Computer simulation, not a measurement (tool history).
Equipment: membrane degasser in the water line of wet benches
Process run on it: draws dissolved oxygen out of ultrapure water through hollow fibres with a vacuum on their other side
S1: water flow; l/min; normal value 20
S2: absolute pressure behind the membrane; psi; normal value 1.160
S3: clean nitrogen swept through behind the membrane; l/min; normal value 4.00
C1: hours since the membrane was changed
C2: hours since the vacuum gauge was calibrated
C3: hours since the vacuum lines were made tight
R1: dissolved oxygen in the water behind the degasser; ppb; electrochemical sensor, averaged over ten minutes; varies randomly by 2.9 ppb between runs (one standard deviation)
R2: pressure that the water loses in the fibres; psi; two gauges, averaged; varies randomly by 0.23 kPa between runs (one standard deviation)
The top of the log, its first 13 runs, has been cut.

run,hour,S1,S2,S3,C1,C2,C3,R1,R2
14,651.0,20,1.160,4.00,2446,856,8683,285.9,8.509
15,682.4,20,1.160,4.00,2477,888,8714,291.4,8.485
16,749.9,20,1.160,4.24,2544,955,8782,289.1,8.454
17,790.8,20,1.160,4.24,2585,996,8823,281.5,8.444
18,826.0,16,1.983,4.00,2620,1031,8858,215.6,6.795
19,887.6,29,2.081,4.95,2682,1093,8920,705.0,12.331
20,958.3,29,2.081,4.95,2753,1164,8990,721.9,12.257
21,989.6,27,1.211,1.93,2784,1195,9022,636.3,11.488
22,1041.4,20,1.761,4.40,2836,1247,9073,323.7,8.527
23,1106.5,20,1.761,4.40,2901,1312,9138,324.0,8.495
24,1151.4,20,1.761,4.40,2946,1357,9183,327.8,8.511
25,1182.0,20,0.921,7.02,2976,1387,9214,256.5,8.508
26,1226.2,20,0.921,7.02,3021,1432,9258,248.6,8.488
# hour 1268.7: seals of the vacuum lines changed
27,1300.4,20,0.921,7.02,3093,1504,32,261.3,8.428
28,1369.7,21,1.825,9.43,3162,1573,101,313.1,8.901
29,1412.5,21,1.825,9.43,3205,1616,144,314.3,8.884
30,1443.4,21,1.825,9.43,3236,1647,175,314.5,8.924
31,1500.4,25,1.160,11.89,3293,1704,232,439.1,10.550
32,1547.6,25,1.160,11.89,3340,1751,279,440.1,10.681

Below are 4 alternative next runs, each starting from the tool's condition after run 32. Predict each:
A,1619.5,25,2.231,7.40,3412,1823,351,?,?
B,1619.5,15,2.560,11.72,3412,1823,351,?,?
C,1619.5,15,1.450,2.45,3412,1823,351,?,?
D,1619.5,20,1.475,11.89,3412,1823,351,?,?

run,R1,R2
A,500.2,10.630
B,139.4,6.386
C,188.9,6.358
D,259.4,8.475
Take away the tool's hidden state, keep each run's random variation, and the runs would have read:
run,R1,R2
A,499.6,10.624
B,139.2,6.383
C,188.7,6.356
D,259.0,8.470

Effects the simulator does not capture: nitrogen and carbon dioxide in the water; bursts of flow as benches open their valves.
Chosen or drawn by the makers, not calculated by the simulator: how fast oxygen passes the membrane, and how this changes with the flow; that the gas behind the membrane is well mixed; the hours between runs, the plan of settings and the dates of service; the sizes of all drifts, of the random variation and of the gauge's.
